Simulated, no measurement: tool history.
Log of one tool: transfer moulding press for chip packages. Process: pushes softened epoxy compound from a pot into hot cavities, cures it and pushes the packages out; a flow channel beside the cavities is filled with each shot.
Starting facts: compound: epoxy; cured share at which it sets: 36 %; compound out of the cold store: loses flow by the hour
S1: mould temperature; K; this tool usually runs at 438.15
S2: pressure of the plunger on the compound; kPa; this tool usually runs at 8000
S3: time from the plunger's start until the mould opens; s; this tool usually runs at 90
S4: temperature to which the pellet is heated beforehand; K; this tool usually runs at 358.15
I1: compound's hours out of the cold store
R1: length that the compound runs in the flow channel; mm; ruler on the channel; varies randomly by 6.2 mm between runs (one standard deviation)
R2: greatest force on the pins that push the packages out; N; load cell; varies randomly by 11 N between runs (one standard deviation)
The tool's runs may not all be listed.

Run 1, day 0.000: usual settings; I1 8.1. Result: R1 1016 mm, R2 997 N.
Run 2, day 0.208: usual settings; I1 16.6. Result: R1 980 mm, R2 1029 N.
Run 3, day 0.442: usual settings; I1 32.9. Result: R1 936 mm, R2 998 N.
At day 0.542: cavities cleaned with cleaning compound and waxed.
Run 4, day 0.771: usual settings; I1 39.6. Result: R1 916 mm, R2 539 N.
Run 5, day 0.996: usual settings but S3 119 s; I1 22.1. Result: R1 972 mm, R2 405 N.
Run 6, day 1.308: usual settings but S3 119 s; I1 31.8. Result: R1 932 mm, R2 445 N.
Run 7, day 1.475: usual settings but S3 119 s; I1 33.7. Result: R1 935 mm, R2 480 N.
Run 8, day 1.642: usual settings but S3 119 s; I1 15.7. Result: R1 982 mm, R2 488 N.
Run 9, day 1.883: usual settings but S4 363.15 K; I1 42.4. Result: R1 897 mm, R2 726 N.
Run 10, day 2.104: usual settings but S4 363.15 K; I1 38.9. Result: R1 907 mm, R2 784 N.
Run 11, day 2.275: usual settings but S3 82 s; I1 23.9. Result: R1 951 mm, R2 1044 N.
Run 12, day 2.425: usual settings but S3 82 s; I1 46.3. Result: R1 897 mm, R2 1046 N.
Run 13, day 2.771: usual settings but S2 7400 kPa; I1 33.7. Result: R1 895 mm, R2 866 N.
Run 14, day 2.958: usual settings but S2 7400 kPa; I1 26.3. Result: R1 914 mm, R2 935 N.
Run 15, day 3.208: usual settings but S2 7400 kPa; I1 40.3. Result: R1 878 mm, R2 911 N.
Run 16, day 3.579: usual settings but S2 7400 kPa; I1 24.4. Result: R1 919 mm, R2 987 N.
Run 17, day 3.792: usual settings but S3 108 s, S4 363.15 K; I1 39.2. Result: R1 911 mm, R2 728 N.
Run 18, day 3.992: usual settings but S1 430.15 K, S2 8740 kPa, S3 110 s, S4 352.15 K; I1 11.3. Result: R1 1099 mm, R2 1304 N.
At day 4.112: cavities cleaned with cleaning compound and waxed.
Run 19, day 4.342: usual settings but S2 7560 kPa, S4 363.15 K; I1 45.7. Result: R1 861 mm, R2 536 N.
Run 20, day 4.692: usual settings but S2 7560 kPa, S4 363.15 K; I1 35.2. Result: R1 887 mm, R2 664 N.
Run 21, day 5.071: usual settings but S1 432.15 K; I1 41.6. Result: R1 930 mm, R2 1160 N.
Run 22, day 5.333: usual settings but S1 432.15 K; I1 15.5. Result: R1 1015 mm, R2 1297 N.
Run 23, day 5.521: usual settings but S1 437.15 K, S2 6380 kPa, S3 105 s, S4 357.15 K; I1 23.4. Result: R1 865 mm, R2 649 N.
Run 24, day 5.762: usual settings but S1 440.15 K; I1 43.5. Result: R1 895 mm, R2 694 N.
Run 25, day 5.925: usual settings but S1 440.15 K; I1 10.6. Result: R1 979 mm, R2 725 N.
Run 26, day 6.262: usual settings but S1 440.15 K, S2 9020 kPa, S4 352.15 K; I1 46.7. Result: R1 940 mm, R2 768 N.
Run 27, day 6.454: usual settings but S1 440.15 K, S2 9020 kPa, S4 352.15 K; I1 32.2. Result: R1 972 mm, R2 764 N.
Run 28, day 6.746: usual settings but S2 8900 kPa; I1 21.3. Result: R1 1015 mm, R2 982 N.
Run 29, day 7.054: usual settings but S2 6640 kPa, S3 88 s; I1 23.1. Result: R1 863 mm, R2 1027 N.

Branching from run 29: 3 alternative next runs. What would each branch give?
Run A, day 7.242: usual settings but S1 445.15 K, S2 7670 kPa, S3 97 s; I1 26.9. Result: R1 ?, R2 ?.
Run B, day 7.242: usual settings but S1 442.15 K, S2 8480 kPa, S3 88 s; I1 45.7. Result: R1 ?, R2 ?.
Run C, day 7.242: usual settings but S1 446.15 K, S2 6640 kPa, S3 88 s, S4 365.15 K; I1 40.4. Result: R1 ?, R2 ?.

run   R1   R2
  A  886  652
  B  889  790
  C  787  656
Without the tool's hidden state the same runs would have given:
run   R1   R2
  A  916  330
  B  919  393
  C  813  334
